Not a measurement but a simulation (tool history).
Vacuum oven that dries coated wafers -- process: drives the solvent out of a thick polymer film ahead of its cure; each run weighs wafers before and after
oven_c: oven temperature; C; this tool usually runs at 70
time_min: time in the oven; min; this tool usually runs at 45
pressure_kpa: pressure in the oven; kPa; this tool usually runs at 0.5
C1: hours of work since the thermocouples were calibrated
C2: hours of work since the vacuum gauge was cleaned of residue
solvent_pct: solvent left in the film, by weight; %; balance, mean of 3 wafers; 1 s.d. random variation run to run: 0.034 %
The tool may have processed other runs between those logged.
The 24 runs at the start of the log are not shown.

Run 25, hour 465.5: usual settings but oven_c 60 C; C1 430; C2 40. Result: solvent_pct 5.16 %.
Run 26, hour 477.9: usual settings but oven_c 83 C, pressure_kpa 0.97 kPa; C1 436; C2 45. Result: solvent_pct 1 %.
Run 27, hour 492.3: usual settings but time_min 28 min, pressure_kpa 1.384 kPa; C1 442; C2 52. Result: solvent_pct 5.67 %.
Run 28, hour 510.3: usual settings but time_min 28 min, pressure_kpa 1.384 kPa; C1 451; C2 60. Result: solvent_pct 5.58 %.
Run 29, hour 524.8: usual settings but oven_c 68 C, pressure_kpa 0.371 kPa; C1 457; C2 67. Result: solvent_pct 3.14 %.
Run 30, hour 537.8: usual settings but oven_c 84 C; C1 463; C2 72. Result: solvent_pct 0.82 %.
At hour 557: vacuum gauge cleaned of residue and calibrated, once more.
Run 31, hour 567.7: usual settings but time_min 28 min, pressure_kpa 0.344 kPa; C1 476; C2 5. Result: solvent_pct 4.92 %.
Run 32, hour 592.4: usual settings but oven_c 71 C, pressure_kpa 0.895 kPa; C1 487; C2 16. Result: solvent_pct 2.77 %.
Run 33, hour 617.1: usual settings but oven_c 68 C, time_min 31 min, pressure_kpa 0.895 kPa; C1 499; C2 27. Result: solvent_pct 5.2 %.
Run 34, hour 631.3: usual settings but time_min 44 min, pressure_kpa 1.291 kPa; C1 505; C2 34. Result: solvent_pct 3.37 %.
Run 35, hour 647.8: usual settings but time_min 59 min, pressure_kpa 1.225 kPa; C1 513; C2 41. Result: solvent_pct 2.25 %.
Run 36, hour 677.5: usual settings but time_min 59 min, pressure_kpa 1.225 kPa; C1 526; C2 55. Result: solvent_pct 2.29 %.
Run 37, hour 699.4: usual settings but oven_c 59 C, time_min 65 min; C1 536; C2 65. Result: solvent_pct 3.51 %.
Run 38, hour 716.4: usual settings but oven_c 75 C, time_min 38 min, pressure_kpa 0.452 kPa; C1 544; C2 73. Result: solvent_pct 2.42 %.
Run 39, hour 731.8: usual settings but oven_c 75 C, time_min 38 min, pressure_kpa 0.452 kPa; C1 551; C2 80. Result: solvent_pct 2.4 %.
Run 40, hour 748.9: usual settings but oven_c 68 C, time_min 23 min, pressure_kpa 0.556 kPa; C1 559; C2 88. Result: solvent_pct 6.51 %.
Run 41, hour 764: usual settings but oven_c 61 C, time_min 33 min, pressure_kpa 1.855 kPa; C1 566; C2 94. Result: solvent_pct 7.63 %.
Run 42, hour 791.8: usual settings but oven_c 64 C, time_min 37 min, pressure_kpa 1.855 kPa; C1 578; C2 107. Result: solvent_pct 6.15 %.

Run 43, settings as shown, results not yet in. Your forecast:
Run 43, hour 812.9: usual settings but oven_c 62 C, time_min 41 min, pressure_kpa 1.701 kPa; C1 588; C2 117. Result: solvent_pct ?.

{"run 43": {"solvent_pct": 6.29}}
Had the tool carried no hidden state, the very same run would have given solvent_pct 6.09 %.

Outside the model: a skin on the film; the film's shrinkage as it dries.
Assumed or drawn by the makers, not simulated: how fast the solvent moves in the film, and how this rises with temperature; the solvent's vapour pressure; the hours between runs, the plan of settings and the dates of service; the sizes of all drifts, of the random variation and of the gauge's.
